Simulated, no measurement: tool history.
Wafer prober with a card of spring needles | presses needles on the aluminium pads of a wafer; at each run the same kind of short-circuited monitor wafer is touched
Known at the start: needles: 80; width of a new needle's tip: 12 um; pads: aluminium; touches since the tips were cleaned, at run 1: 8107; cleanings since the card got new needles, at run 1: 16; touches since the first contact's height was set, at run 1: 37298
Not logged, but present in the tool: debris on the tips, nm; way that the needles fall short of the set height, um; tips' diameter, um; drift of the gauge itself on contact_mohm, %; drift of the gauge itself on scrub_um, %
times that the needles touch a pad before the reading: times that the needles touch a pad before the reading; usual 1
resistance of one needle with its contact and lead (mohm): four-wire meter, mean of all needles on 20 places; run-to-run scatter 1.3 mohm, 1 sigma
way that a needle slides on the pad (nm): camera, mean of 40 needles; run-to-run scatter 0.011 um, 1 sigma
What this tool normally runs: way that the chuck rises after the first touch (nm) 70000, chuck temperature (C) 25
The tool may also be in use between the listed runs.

| run | hour | way that the chuck rises after the first touch (nm) | chuck temperature (C) | times that the needles touch a pad before the reading | touches since the tips were cleaned | cleanings since the card got new needles | touches since the first contact's height was set | resistance of one needle with its contact and lead (mohm) | way that a needle slides on the pad (nm) |
|---|---|---|---|---|---|---|---|---|---|
| 1 | 0 | 70000 | 25 | 1 | 8107 | 16 | 37298 | 153 | 14070 |
|  | 0.7 | tips cleaned on abrasive film |
| 2 | 8.5 | 70000 | 33 | 1 | 3600 | 17 | 41180 | 169 | 14060 |
| 3 | 13.9 | 70000 | 33 | 1 | 6109 | 17 | 43689 | 167 | 14050 |
| 4 | 18.2 | 70000 | 33 | 1 | 8112 | 17 | 45692 | 165 | 14050 |
|  | 19.2 | tips cleaned on abrasive film |
| 5 | 22.4 | 64000 | 25 | 1 | 1487 | 18 | 47594 | 129 | 12840 |
|  | 28.7 | tips cleaned on abrasive film, once more |
| 6 | 30.4 | 70000 | 25 | 1 | 795 | 19 | 51257 | 121 | 14010 |
| 7 | 35 | 70000 | 25 | 1 | 2950 | 19 | 53412 | 133 | 14010 |
| 8 | 39.4 | 70000 | 25 | 1 | 4994 | 19 | 55456 | 143 | 14010 |
|  | 47 | tips cleaned on abrasive film |
| 9 | 48.6 | 70000 | 25 | 2 | 752 | 20 | 59670 | 119 | 13990 |
| 10 | 58.1 | 70000 | 25 | 2 | 5131 | 20 | 64049 | 130 | 13960 |
| 11 | 62.2 | 63000 | 25 | 2 | 7054 | 20 | 65972 | 141 | 12560 |
|  | 64.1 | height of the first contact set anew |
|  | 66 | tips cleaned on abrasive film |
| 12 | 68.8 | 63000 | 25 | 2 | 1279 | 21 | 2136 | 123 | 12700 |
| 13 | 76.7 | 56000 | 104 | 1 | 4928 | 21 | 5785 | 161 | 11280 |
|  | 84.3 | tips cleaned on abrasive film |
| 14 | 84.3 | 56000 | 104 | 2 | 0 | 22 | 9270 | 128 | 11250 |
| 15 | 88.5 | 70000 | 46 | 1 | 1972 | 22 | 11242 | 133 | 14090 |
| 16 | 94.3 | 59000 | 71 | 1 | 4666 | 22 | 13936 | 157 | 11860 |
| 17 | 102.1 | 59000 | 71 | 1 | 8259 | 22 | 17529 | 172 | 11870 |
|  | 103 | tips cleaned on abrasive film |
| 18 | 106.8 | 59000 | 73 | 1 | 1770 | 23 | 19661 | 140 | 11850 |
| 19 | 113.8 | 64000 | 67 | 1 | 5010 | 23 | 22901 | 154 | 12860 |

Difference, measured minus no-hidden-state, one row per run. Run-to-run variation is common to both terms; the gauge's own scatter need not be:
| run | resistance of one needle with its contact and lead (mohm) | way that a needle slides on the pad (nm) |
|---|---|---|
| 1 | +39 | -60 |
| 2 | +58 | -90 |
| 3 | +54 | -90 |
| 4 | +52 | -90 |
| 5 | +16 | -100 |
| 6 | +9 | -140 |
| 7 | +22 | -130 |
| 8 | +31 | -130 |
| 9 | +7 | -150 |
| 10 | +20 | -160 |
| 11 | +27 | -160 |
| 12 | +10 | -30 |
| 13 | +39 | -30 |
| 14 | +4 | -50 |
| 15 | +18 | -50 |
| 16 | +37 | -50 |
| 17 | +49 | -50 |
| 18 | +22 | -70 |
| 19 | +36 | -70 |
